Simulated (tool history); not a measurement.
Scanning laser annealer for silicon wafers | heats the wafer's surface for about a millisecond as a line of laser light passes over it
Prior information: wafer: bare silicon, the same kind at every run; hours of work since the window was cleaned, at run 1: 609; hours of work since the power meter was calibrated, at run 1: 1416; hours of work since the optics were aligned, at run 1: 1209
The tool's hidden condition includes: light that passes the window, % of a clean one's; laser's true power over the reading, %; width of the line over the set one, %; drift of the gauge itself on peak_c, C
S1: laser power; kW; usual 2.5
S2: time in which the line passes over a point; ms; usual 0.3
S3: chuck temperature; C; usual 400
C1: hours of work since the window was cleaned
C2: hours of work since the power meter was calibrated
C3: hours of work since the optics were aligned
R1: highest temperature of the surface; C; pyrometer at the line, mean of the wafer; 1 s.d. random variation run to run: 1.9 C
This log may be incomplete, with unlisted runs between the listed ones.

run 1 hour=0 | S1=2.5 S2=0.3 S3=400 | C1=609 C2=1416 C3=1209 | R1=1138
-- hour=36.2 window over the wafer cleaned
run 2 hour=61.8 | S1=2.5 S2=0.3 S3=415 | C1=16 C2=1454 C3=1248 | R1=1153
run 3 hour=112.1 | S1=2.5 S2=0.3 S3=400 | C1=49 C2=1487 C3=1280 | R1=1139
run 4 hour=167.3 | S1=2.5 S2=0.3 S3=400 | C1=84 C2=1522 C3=1316 | R1=1137
run 5 hour=213.9 | S1=2.5 S2=0.3 S3=399 | C1=114 C2=1552 C3=1346 | R1=1139
run 6 hour=278.2 | S1=2.5 S2=0.3 S3=399 | C1=156 C2=1593 C3=1387 | R1=1140
run 7 hour=318.8 | S1=2.252 S2=0.3 S3=400 | C1=182 C2=1620 C3=1413 | R1=1060
run 8 hour=376 | S1=2.252 S2=0.229 S3=400 | C1=219 C2=1656 C3=1450 | R1=972
run 9 hour=420.7 | S1=2.252 S2=0.229 S3=400 | C1=247 C2=1685 C3=1479 | R1=971
run 10 hour=458.4 | S1=2.5 S2=0.3 S3=400 | C1=272 C2=1709 C3=1503 | R1=1139
run 11 hour=504.9 | S1=2.5 S2=0.3 S3=400 | C1=302 C2=1739 C3=1533 | R1=1141
run 12 hour=561.2 | S1=2.5 S2=0.3 S3=400 | C1=338 C2=1776 C3=1569 | R1=1137
run 13 hour=600.3 | S1=2.5 S2=0.3 S3=400 | C1=363 C2=1801 C3=1594 | R1=1141
run 14 hour=662.1 | S1=2.5 S2=0.3 S3=400 | C1=403 C2=1841 C3=1634 | R1=1139
run 15 hour=688.3 | S1=2.5 S2=0.3 S3=400 | C1=420 C2=1857 C3=1651 | R1=1138
run 16 hour=726.1 | S1=2.5 S2=0.3 S3=400 | C1=444 C2=1882 C3=1675 | R1=1136
run 17 hour=755.9 | S1=2.5 S2=0.3 S3=400 | C1=463 C2=1901 C3=1694 | R1=1140
run 18 hour=818.8 | S1=2.5 S2=0.3 S3=400 | C1=504 C2=1941 C3=1735 | R1=1136
run 19 hour=867.9 | S1=2.5 S2=0.3 S3=400 | C1=535 C2=1973 C3=1766 | R1=1139
run 20 hour=915.9 | S1=2.5 S2=0.3 S3=400 | C1=566 C2=2004 C3=1797 | R1=1138
run 21 hour=969.3 | S1=2.334 S2=0.3 S3=392 | C1=601 C2=2038 C3=1832 | R1=1074
-- hour=1017.6 window over the wafer cleaned
run 22 hour=1034.5 | S1=2.462 S2=0.221 S3=362 | C1=11 C2=2079 C3=1872 | R1=982
run 23 hour=1081 | S1=2.462 S2=0.221 S3=362 | C1=41 C2=2109 C3=1902 | R1=980
run 24 hour=1140.7 | S1=2.223 S2=0.3 S3=439 | C1=79 C2=2147 C3=1941 | R1=1090
run 25 hour=1202.6 | S1=2.223 S2=0.3 S3=439 | C1=119 C2=2187 C3=1981 | R1=1089
-- hour=1215.4 optics aligned, line set to its width
run 26 hour=1238.4 | S1=2.223 S2=0.3 S3=439 | C1=139 C2=2207 C3=15 | R1=1092
run 27 hour=1296.4 | S1=2.5 S2=0.3 S3=429 | C1=176 C2=2244 C3=52 | R1=1171
run 28 hour=1359.9 | S1=2.5 S2=0.3 S3=429 | C1=217 C2=2285 C3=93 | R1=1168
run 29 hour=1410.2 | S1=2.5 S2=0.327 S3=430 | C1=249 C2=2318 C3=125 | R1=1201
run 30 hour=1459.4 | S1=2.5 S2=0.248 S3=385 | C1=281 C2=2349 C3=157 | R1=1053
run 31 hour=1489.4 | S1=2.549 S2=0.256 S3=410 | C1=300 C2=2368 C3=176 | R1=1104
run 32 hour=1515.6 | S1=2.482 S2=0.348 S3=377 | C1=317 C2=2385 C3=193 | R1=1171
run 33 hour=1573.7 | S1=2.126 S2=0.348 S3=437 | C1=355 C2=2423 C3=231 | R1=1106
run 34 hour=1620 | S1=2.126 S2=0.348 S3=383 | C1=384 C2=2453 C3=260 | R1=1054
run 35 hour=1667.1 | S1=2.396 S2=0.232 S3=400 | C1=415 C2=2483 C3=291 | R1=1019
run 36 hour=1694.2 | S1=2.484 S2=0.377 S3=383 | C1=432 C2=2500 C3=308 | R1=1211
run 37 hour=1748.9 | S1=2.455 S2=0.249 S3=375 | C1=467 C2=2535 C3=343 | R1=1029
run 38 hour=1790.4 | S1=2.455 S2=0.212 S3=375 | C1=494 C2=2562 C3=370 | R1=975
run 39 hour=1843.7 | S1=2.455 S2=0.212 S3=375 | C1=528 C2=2597 C3=404 | R1=975
run 40 hour=1873.6 | S1=2.455 S2=0.212 S3=375 | C1=548 C2=2616 C3=424 | R1=982

Forecast each of these 3 alternatives for the next run:
run A hour=1924.5 | S1=2.231 S2=0.338 S3=375 | C1=580 C2=2649 C3=456 | R1=?
run B hour=1924.5 | S1=2.5 S2=0.217 S3=397 | C1=580 C2=2649 C3=456 | R1=?
run C hour=1924.5 | S1=2.5 S2=0.302 S3=400 | C1=580 C2=2649 C3=456 | R1=?

run=A R1=1071
run=B R1=1016
run=C R1=1140
Stripped of hidden state, with their random variation kept, the same runs would have yielded:
run=A R1=1072
run=B R1=1017
run=C R1=1140
